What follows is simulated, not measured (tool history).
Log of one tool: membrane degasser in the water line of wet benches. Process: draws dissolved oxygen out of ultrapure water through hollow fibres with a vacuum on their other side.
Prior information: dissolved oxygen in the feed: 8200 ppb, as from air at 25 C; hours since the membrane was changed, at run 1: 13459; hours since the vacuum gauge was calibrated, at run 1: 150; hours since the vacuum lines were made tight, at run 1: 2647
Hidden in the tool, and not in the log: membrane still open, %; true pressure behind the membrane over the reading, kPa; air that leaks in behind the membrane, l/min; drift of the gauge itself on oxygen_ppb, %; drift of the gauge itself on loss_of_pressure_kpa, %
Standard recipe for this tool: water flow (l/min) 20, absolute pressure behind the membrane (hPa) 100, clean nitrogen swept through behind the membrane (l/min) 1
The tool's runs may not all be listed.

run    hour  water flow (l/min)  absolute pressure behind the membrane (hPa)  clean nitrogen swept through behind the membrane (l/min)  hours since the membrane was changed  hours since the vacuum gauge was calibrated  hours since the vacuum lines were made tight  dissolved oxygen in the water behind the degasser (ppb)  pressure that the water loses in the fibres (hPa)
  1       0                  20                                          100                                                         1                                 13459                                          150                                          2647                                                    314.4                                              588.8
  2   227.1                  20                                          100                                                         1                                 13686                                          377                                          2874                                                    306.2                                              593.1
  3   439.5                  20                                          100                                                         1                                 13898                                          590                                          3087                                                    314.5                                              592.4
  4   610.2                  20                                          100                                                         1                                 14069                                          761                                          3257                                                    309.6                                              587.4
  5   883.2                  20                                          100                                                         1                                 14342                                         1034                                          3530                                                      314                                              591.7
  6  1112.9                  20                                          100                                                         1                                 14572                                         1263                                          3760                                                    310.8                                                597
  7  1351.6                  20                                          100                                                         1                                 14810                                         1502                                          3999                                                    314.8                                              593.5
  8  1672.8                  27                                          100                                                         1                                 15132                                         1823                                          4320                                                    432.4                                                806
  9  1867.9                  27                                          100                                                         1                                 15327                                         2018                                          4515                                                      428                                              812.9
     2078.2  -- membrane cartridge changed
 10  2140.6                  27                                          100                                                         1                                    62                                         2287                                          4784                                                    415.9                                              725.9
 11    2322                  20                                          100                                                      0.51                                   244                                         2468                                          4965                                                    532.1                                              537.5
     2511.9  -- seals of the vacuum lines changed
 12  2672.5                  20                                          100                                                      1.82                                   592                                         2817                                           161                                                    182.7                                                542
 13  2990.4                  20                                          100                                                      1.82                                   910                                         3135                                           479                                                      182                                              542.7
 14  3222.5                  20                                          100                                                      1.82                                  1142                                         3367                                           711                                                    186.7                                              542.3
     3250.5  -- vacuum gauge calibrated
 15  3463.5                  20                                          100                                                      1.82                                  1383                                          213                                           951                                                    185.1                                              544.1
 16  3786.1                  20                                          100                                                      1.82                                  1705                                          536                                          1274                                                    190.2                                              545.2
 17  4056.7                  20                                          172                                                      1.64                                  1976                                          806                                          1544                                                    401.7                                                548
 18  4211.1                  13                                          247                                                      2.61                                  2130                                          961                                          1699                                                    263.8                                              353.5
 19  4429.9                  13                                          122                                                      1.86                                  2349                                         1179                                          1918                                                    158.8                                              353.2
     4540.2  -- vacuum gauge calibrated, once more
 20  4649.2                  13                                          122                                                      1.86                                  2568                                          109                                          2136                                                    149.9                                              354.8
 21    4817                  13                                          122                                                      1.86                                  2736                                          277                                          2304                                                    152.2                                              353.6
 22  5151.2                  20                                          100                                                      2.95                                  3070                                          611                                          2638                                                    117.3                                              552.4
 23    5435                  20                                          146                                                         1                                  3354                                          895                                          2922                                                    499.2                                              547.5
 24  5776.5                  20                                          146                                                         1                                  3695                                         1236                                          3264                                                    498.7                                              551.9
 25  5936.2                  20                                          122                                                         1                                  3855                                         1396                                          3423                                                    403.1                                              548.2
 26  6198.4                  27                                           73                                                      1.74                                  4117                                         1658                                          3686                                                    179.8                                              743.4
 27  6542.2                  20                                          100                                                      0.85                                  4461                                         2002                                          4029                                                      355                                              557.2
 28    6690                  25                                          100                                                      0.85                                  4609                                         2150                                          4177                                                    439.8                                              692.8
 29  7039.1                  25                                          100                                                      0.85                                  4958                                         2499                                          4526                                                    441.7                                              692.6
 30  7372.8                  25                                          100                                                      0.85                                  5292                                         2833                                          4860                                                    445.3                                              696.2
 31    7518                  20                                           78                                                         1                                  5437                                         2978                                          5005                                                    221.5                                              557.4
     7667.8  -- seals of the vacuum lines changed
 32    7815                  22                                          113                                                         1                                  5732                                         3273                                           147                                                    400.4                                              615.8

Predict each of these 3 candidate next runs independently; none follows another, all start after run 32:
  A  8002.2                  22                                          222                                                      1.02                                  5919                                         3460                                           334                                                        ?                                                  ?
  B  8002.2                  14                                          111                                                       0.6                                  5919                                         3460                                           334                                                        ?                                                  ?
  C  8002.2                  20                                          218                                                      0.68                                  5919                                         3460                                           334                                                        ?                                                  ?

run  dissolved oxygen in the water behind the degasser (ppb)  pressure that the water loses in the fibres (hPa)
  A                                                    844.1                                              615.2
  B                                                    398.5                                                393
  C                                                   1049.3                                              557.4
Without the tool's unlogged condition, the same runs would have read:
run  dissolved oxygen in the water behind the degasser (ppb)  pressure that the water loses in the fibres (hPa)
  A                                                      833                                              591.8
  B                                                    388.3                                                378
  C                                                   1037.1                                              536.1
